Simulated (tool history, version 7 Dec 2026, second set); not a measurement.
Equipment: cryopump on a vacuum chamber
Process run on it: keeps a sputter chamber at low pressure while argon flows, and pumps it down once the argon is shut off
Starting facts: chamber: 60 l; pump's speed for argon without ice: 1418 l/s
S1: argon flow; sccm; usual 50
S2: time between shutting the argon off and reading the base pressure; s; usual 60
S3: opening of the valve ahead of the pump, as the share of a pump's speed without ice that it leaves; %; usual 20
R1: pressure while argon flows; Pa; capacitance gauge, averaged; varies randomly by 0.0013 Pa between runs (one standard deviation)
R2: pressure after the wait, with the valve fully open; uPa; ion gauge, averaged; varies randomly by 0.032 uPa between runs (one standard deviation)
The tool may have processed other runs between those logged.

run   hour   S1   S2  S3      R1    R2
  1    0.0   50   60  20  0.3020  2.02
  2   25.2   50   60  37  0.1658  1.96
  3   48.7   50   60  37  0.1682  2.02
  4   66.2   24   60  20  0.1450  2.00
  5   84.2   50   20  20  0.3041  4.92
  6  112.1   50   60  20  0.3039  2.09
  7  154.0   50   60  20  0.3074  2.15
  8  180.3   98   60  20  0.6056  2.18
  9  206.8   35   60  20  0.2131  2.14
 10  232.2   35   60  20  0.2142  2.16
 11  251.4   35   60  20  0.2133  2.21
 12  271.3   35   60  20  0.2155  2.30
 13  310.8   45   60  20  0.2782  2.28
 14  329.0   45   60  20  0.2790  2.32
 15  364.9   23   64  49  0.0617  2.23
 16  382.8   96   31  59  0.2157  3.68
 17  416.0   64   31  26  0.3084  3.78
 18  449.6  100   24  20  0.6194  4.56
     461.0  -- pump warmed up, emptied and cooled again
 19  475.1  100   24  20  0.5955  4.42
 20  502.2  100   45  41  0.2942  2.76
 21  524.6   59  264  41  0.1751  1.21
 22  544.8   59  264  41  0.1725  1.25
 23  566.4   51  157  37  0.1664  1.43
 24  591.4   51  157  37  0.1671  1.48
 25  623.5   51  221  23  0.2672  1.39
 26  662.2   84   66  18  0.5643  2.32

Branching from run 26: 3 alternative next runs. What would each branch give?
  A  698.1  21  197  18   ?   ?
  B  698.1  21   33  21   ?   ?
  C  698.1  84  120  18   ?   ?

run      R1    R2
  A  0.1403  1.44
  B  0.1210  3.65
  C  0.5664  1.77
Without the tool's hidden state the same runs would have given:
run      R1    R2
  A  0.1384  0.62
  B  0.1192  2.83
  C  0.5588  0.93
